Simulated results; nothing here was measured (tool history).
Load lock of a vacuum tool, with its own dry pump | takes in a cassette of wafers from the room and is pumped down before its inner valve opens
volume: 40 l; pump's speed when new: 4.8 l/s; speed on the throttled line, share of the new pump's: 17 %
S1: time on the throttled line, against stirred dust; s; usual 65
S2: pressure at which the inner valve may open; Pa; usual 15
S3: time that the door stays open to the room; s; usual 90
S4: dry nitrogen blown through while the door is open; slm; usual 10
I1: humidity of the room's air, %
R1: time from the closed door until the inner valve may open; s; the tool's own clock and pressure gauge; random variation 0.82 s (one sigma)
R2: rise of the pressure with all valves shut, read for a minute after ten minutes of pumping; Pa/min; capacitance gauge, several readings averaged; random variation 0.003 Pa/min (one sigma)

run 1 hour=0.0 | S1=65 S2=15 S3=90 S4=10 | I1=46.0 | R1=135.6 R2=0.064
run 2 hour=252.6 | S1=65 S2=15 S3=146 S4=10 | I1=42.0 | R1=136.5 R2=0.070
run 3 hour=396.0 | S1=65 S2=15 S3=90 S4=10 | I1=45.0 | R1=138.6 R2=0.059
run 4 hour=618.8 | S1=65 S2=15 S3=26 S4=10 | I1=46.5 | R1=137.3 R2=0.046
run 5 hour=828.7 | S1=65 S2=15 S3=126 S4=10 | I1=46.2 | R1=136.6 R2=0.076
run 6 hour=996.4 | S1=65 S2=15 S3=126 S4=10 | I1=42.1 | R1=138.3 R2=0.072
run 7 hour=1208.5 | S1=65 S2=15 S3=90 S4=10 | I1=42.9 | R1=136.8 R2=0.064
run 8 hour=1345.4 | S1=65 S2=15 S3=90 S4=44 | I1=47.6 | R1=137.6 R2=0.055
run 9 hour=1635.4 | S1=65 S2=15 S3=90 S4=44 | I1=43.4 | R1=138.7 R2=0.053
run 10 hour=1799.9 | S1=65 S2=15 S3=90 S4=10 | I1=45.9 | R1=138.5 R2=0.078
run 11 hour=2065.0 | S1=65 S2=15 S3=90 S4=10 | I1=45.4 | R1=139.4 R2=0.081
run 12 hour=2239.1 | S1=65 S2=15 S3=90 S4=10 | I1=43.8 | R1=139.1 R2=0.085
run 13 hour=2414.0 | S1=65 S2=15 S3=90 S4=10 | I1=44.1 | R1=139.0 R2=0.089
run 14 hour=2638.6 | S1=65 S2=16 S3=90 S4=10 | I1=43.5 | R1=138.4 R2=0.091
run 15 hour=2814.7 | S1=84 S2=20 S3=139 S4=6 | I1=45.7 | R1=152.9 R2=0.098
run 16 hour=2964.3 | S1=65 S2=12 S3=90 S4=10 | I1=44.6 | R1=144.0 R2=0.088
run 17 hour=3124.8 | S1=35 S2=15 S3=126 S4=10 | I1=41.6 | R1=116.0 R2=0.095
run 18 hour=3305.3 | S1=65 S2=26 S3=90 S4=24 | I1=46.4 | R1=136.6 R2=0.088
run 19 hour=3446.2 | S1=38 S2=14 S3=90 S4=7 | I1=42.9 | R1=120.9 R2=0.106
run 20 hour=3687.2 | S1=38 S2=14 S3=90 S4=7 | I1=46.9 | R1=119.6 R2=0.106
run 21 hour=3851.0 | S1=65 S2=16 S3=90 S4=10 | I1=46.8 | R1=141.7 R2=0.107
run 22 hour=4075.9 | S1=65 S2=23 S3=27 S4=10 | I1=46.5 | R1=135.0 R2=0.095
run 23 hour=4290.6 | S1=65 S2=23 S3=27 S4=10 | I1=45.2 | R1=137.0 R2=0.090
run 24 hour=4506.5 | S1=38 S2=20 S3=96 S4=29 | I1=47.6 | R1=117.4 R2=0.103

3 ways to go on from here, each from the tool as it stands after run 24. What would each give?
run A hour=4757.8 | S1=38 S2=27 S3=108 S4=35 | I1=42.4 | R1=? R2=?
run B hour=4757.8 | S1=38 S2=15 S3=236 S4=29 | I1=46.5 | R1=? R2=?
run C hour=4757.8 | S1=38 S2=19 S3=96 S4=33 | I1=45.1 | R1=? R2=?

run=A R1=113.2 R2=0.104
run=B R1=121.5 R2=0.113
run=C R1=118.1 R2=0.100
Without the tool's hidden state the same runs would have given:
run=A R1=98.5 R2=0.031
run=B R1=105.6 R2=0.041
run=C R1=102.6 R2=0.027
